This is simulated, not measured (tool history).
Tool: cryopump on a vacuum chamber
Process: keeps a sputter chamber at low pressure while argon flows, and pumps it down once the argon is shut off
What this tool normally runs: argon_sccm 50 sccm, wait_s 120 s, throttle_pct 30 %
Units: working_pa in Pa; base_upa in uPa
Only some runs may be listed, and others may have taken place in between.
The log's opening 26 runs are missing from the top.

run	hour	argon_sccm	wait_s	throttle_pct	hours of work since the pump was warmed up and emptied	hours of work since the cold head was overhauled	hours of work since the chamber's fittings were tightened	working_pa	base_upa
27	1683.3	50	120	28	127	3210	324	0.1459	0.33
28	1762.4	20	35	28	178	3261	375	0.0582	0.70
29	1825.8	55	69	17	219	3302	416	0.2624	0.47
30	1869.0	55	69	17	247	3330	444	0.2604	0.44
31	1933.8	55	69	17	289	3372	486	0.2627	0.50
32	1988.7	55	69	17	324	3407	521	0.2628	0.48
33	2054.9	84	215	19	367	3450	564	0.3605	0.33
34	2129.7	21	215	44	415	3498	612	0.0411	0.30
35	2205.4	53	36	19	464	3547	661	0.2273	0.73

Consider 3 possible next runs. They are alternatives, not a sequence: every one starts from the tool as it was left by run 35. What does each give?
A	2249.0	25	97	39	492	3575	689	?	?
B	2249.0	53	48	19	492	3575	689	?	?
C	2249.0	53	36	25	492	3575	689	?	?

run	working_pa	base_upa
A	0.0530	0.41
B	0.2294	0.58
C	0.1749	0.69
The same runs, with their run-to-run variation unchanged, on a tool lacking any hidden condition would have given:
run	working_pa	base_upa
A	0.0500	0.29
B	0.2232	0.46
C	0.1686	0.58
